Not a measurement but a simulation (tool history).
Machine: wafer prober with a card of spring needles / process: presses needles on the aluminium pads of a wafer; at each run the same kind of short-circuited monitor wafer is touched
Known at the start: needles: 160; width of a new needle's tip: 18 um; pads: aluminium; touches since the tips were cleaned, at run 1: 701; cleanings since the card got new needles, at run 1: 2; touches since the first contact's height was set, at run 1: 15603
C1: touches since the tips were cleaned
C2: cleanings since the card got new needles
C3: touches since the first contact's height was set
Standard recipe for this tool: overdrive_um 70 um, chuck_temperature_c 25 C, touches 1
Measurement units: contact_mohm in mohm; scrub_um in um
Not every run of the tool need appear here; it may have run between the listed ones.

run 1 hour=0 | overdrive_um=70 chuck_temperature_c=25 touches=1 | C1=701 C2=2 C3=15603 | contact_mohm=206 scrub_um=9.61
run 2 hour=6.9 | overdrive_um=70 chuck_temperature_c=25 touches=1 | C1=2084 C2=2 C3=16986 | contact_mohm=264 scrub_um=9.59
run 3 hour=12.2 | overdrive_um=70 chuck_temperature_c=25 touches=1 | C1=3160 C2=2 C3=18062 | contact_mohm=285 scrub_um=9.57
run 4 hour=19 | overdrive_um=70 chuck_temperature_c=25 touches=1 | C1=4527 C2=2 C3=19429 | contact_mohm=303 scrub_um=9.58
-- hour=27.9 tips cleaned on abrasive film
run 5 hour=27.9 | overdrive_um=70 chuck_temperature_c=25 touches=1 | C1=0 C2=3 C3=21192 | contact_mohm=150 scrub_um=9.6
run 6 hour=33.9 | overdrive_um=70 chuck_temperature_c=25 touches=2 | C1=1209 C2=3 C3=22401 | contact_mohm=190 scrub_um=9.6
run 7 hour=39.3 | overdrive_um=82 chuck_temperature_c=25 touches=1 | C1=2293 C2=3 C3=23485 | contact_mohm=230 scrub_um=11.24
run 8 hour=43.3 | overdrive_um=70 chuck_temperature_c=25 touches=1 | C1=3090 C2=3 C3=24282 | contact_mohm=284 scrub_um=9.58
run 9 hour=49.8 | overdrive_um=70 chuck_temperature_c=25 touches=1 | C1=4401 C2=3 C3=25593 | contact_mohm=299 scrub_um=9.56
run 10 hour=54.4 | overdrive_um=70 chuck_temperature_c=25 touches=1 | C1=5332 C2=3 C3=26524 | contact_mohm=309 scrub_um=9.58
-- hour=59.5 tips cleaned on abrasive film
run 11 hour=63.3 | overdrive_um=80 chuck_temperature_c=86 touches=2 | C1=755 C2=4 C3=28288 | contact_mohm=167 scrub_um=10.96
run 12 hour=71.7 | overdrive_um=70 chuck_temperature_c=37 touches=2 | C1=2447 C2=4 C3=29980 | contact_mohm=213 scrub_um=9.61
run 13 hour=78.4 | overdrive_um=70 chuck_temperature_c=37 touches=2 | C1=3796 C2=4 C3=31329 | contact_mohm=228 scrub_um=9.58
run 14 hour=83.2 | overdrive_um=60 chuck_temperature_c=46 touches=2 | C1=4771 C2=4 C3=32304 | contact_mohm=270 scrub_um=8.24
-- hour=90.9 tips cleaned on abrasive film
run 15 hour=91 | overdrive_um=60 chuck_temperature_c=46 touches=2 | C1=8 C2=5 C3=33839 | contact_mohm=144 scrub_um=8.24
run 16 hour=98 | overdrive_um=60 chuck_temperature_c=46 touches=2 | C1=1423 C2=5 C3=35254 | contact_mohm=216 scrub_um=8.2
run 17 hour=102.7 | overdrive_um=73 chuck_temperature_c=64 touches=2 | C1=2360 C2=5 C3=36191 | contact_mohm=208 scrub_um=9.96

Each row is a separate what-if for the run after 17, all from the same tool condition, not one after another. Results?
run A hour=111 | overdrive_um=76 chuck_temperature_c=30 touches=1 | C1=4034 C2=5 C3=37865 | contact_mohm=? scrub_um=?
run B hour=111 | overdrive_um=73 chuck_temperature_c=39 touches=1 | C1=4034 C2=5 C3=37865 | contact_mohm=? scrub_um=?
run C hour=111 | overdrive_um=50 chuck_temperature_c=37 touches=2 | C1=4034 C2=5 C3=37865 | contact_mohm=? scrub_um=?
run D hour=111 | overdrive_um=70 chuck_temperature_c=111 touches=1 | C1=4034 C2=5 C3=37865 | contact_mohm=? scrub_um=?

run=A contact_mohm=273 scrub_um=10.39
run=B contact_mohm=279 scrub_um=9.96
run=C contact_mohm=326 scrub_um=6.82
run=D contact_mohm=290 scrub_um=9.55
With the hidden condition removed and each run's random variation left untouched, the same runs would have given:
run=A contact_mohm=130 scrub_um=10.42
run=B contact_mohm=129 scrub_um=9.99
run=C contact_mohm=140 scrub_um=6.85
run=D contact_mohm=143 scrub_um=9.58

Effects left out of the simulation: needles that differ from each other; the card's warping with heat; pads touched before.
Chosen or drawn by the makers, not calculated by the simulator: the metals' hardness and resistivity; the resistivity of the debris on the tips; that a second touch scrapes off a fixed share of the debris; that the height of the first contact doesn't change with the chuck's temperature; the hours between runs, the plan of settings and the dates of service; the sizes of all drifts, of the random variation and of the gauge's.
